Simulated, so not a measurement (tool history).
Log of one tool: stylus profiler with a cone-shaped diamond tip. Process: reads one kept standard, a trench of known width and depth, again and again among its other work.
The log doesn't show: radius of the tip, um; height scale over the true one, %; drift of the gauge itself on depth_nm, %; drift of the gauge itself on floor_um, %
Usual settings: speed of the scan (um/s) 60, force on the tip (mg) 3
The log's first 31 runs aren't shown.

run,hour,speed of the scan (um/s),force on the tip (mg),scans with this tip,hours of work since the height scale was calibrated,depth of the trench (Å),width of the trench's floor (µm)
32,1405.6,36,7.76,2028,320,2058.2,97.68
33,1459.8,18,1.18,2289,361,2012.4,97.55
34,1512.9,206,1.33,2543,401,2015.2,96.75
35,1558.5,25,1.35,2762,436,2014.1,97.52
36,1598.8,134,2.98,2955,466,2028,97.2
37,1654.9,134,2.98,3225,509,2025.9,97.17
38,1689.1,24,1.01,3389,535,2010.2,97.4
39,1736,69,3,3614,570,2025.9,97.37
40,1790.6,109,1.77,3876,611,2015.2,97.05
41,1821.5,123,5.88,4024,635,2043.2,97.16

3 ways to go on from here, each from the tool as it stands after run 41. What would each give?
A,1879.8,71,6.68,4304,679,?,?
B,1879.8,78,2.33,4304,679,?,?
C,1879.8,153,1.36,4304,679,?,?

run,depth of the trench (Å),width of the trench's floor (µm)
A,2047.5,97.28
B,2019.8,97.18
C,2011.4,96.8
Without the tool's hidden state the same runs would have given:
run,depth of the trench (Å),width of the trench's floor (µm)
A,2053.1,97.89
B,2025.4,97.79
C,2016.9,97.41
